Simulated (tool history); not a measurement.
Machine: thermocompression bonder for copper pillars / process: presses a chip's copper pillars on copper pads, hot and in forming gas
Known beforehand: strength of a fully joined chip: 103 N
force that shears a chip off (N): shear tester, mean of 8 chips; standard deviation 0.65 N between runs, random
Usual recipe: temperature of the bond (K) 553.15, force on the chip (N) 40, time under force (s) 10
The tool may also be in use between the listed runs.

run   hour  temperature of the bond (K)  force on the chip (N)  time under force (s)  force that shears a chip off (N)
  1      0                       553.15                     40                    10                              43.9
  2   65.9                       553.15                     40                    10                              43.4
  3  102.5                       553.15                     40                    17                              50.3
  4  134.6                       553.15                     40                    29                              60.5
  5  192.9                       553.15                     40                    29                              66.7
  6  223.1                       553.15                     40                    29                              63.5
  7  291.7                       572.15                     48                    29                              85.3
  8  331.5                       553.15                     31                    29                              49.2
  9    365                       569.15                     38                    19                              62.5
 10  415.6                       542.15                     27                    28                              36.5
 11  480.9                       553.15                     40                    10                              43.5

Not shown here: 3 entries made in the log between runs. Locate each between two listed runs and compare the hidden state at the listed run before it with the hidden state at the listed run after it:
In the gap between runs 4 and 5: force cell calibrated (hour 139.1); forming gas filter changed (hour 142.5)
  true temperature of the bond over the reading, C: 4.9 -> 5.1; force that reaches the chip, % of what is set: 101.3 -> 101.9; oxide that the forming gas leaves, % of the face: 8.01 -> 1.46
  difference, measured minus the result without the unlogged condition, force that shears a chip off (N): -0.7 -> +4.2
In the gap between runs 7 and 8: force cell calibrated, once more (hour 299.6)
  true temperature of the bond over the reading, C: 5.5 -> 5.7; force that reaches the chip, % of what is set: 102 -> 100.9; oxide that the forming gas leaves, % of the face: 3.37 -> 4.06
  difference, measured minus the result without the unlogged condition, force that shears a chip off (N): +1.5 -> +2.3

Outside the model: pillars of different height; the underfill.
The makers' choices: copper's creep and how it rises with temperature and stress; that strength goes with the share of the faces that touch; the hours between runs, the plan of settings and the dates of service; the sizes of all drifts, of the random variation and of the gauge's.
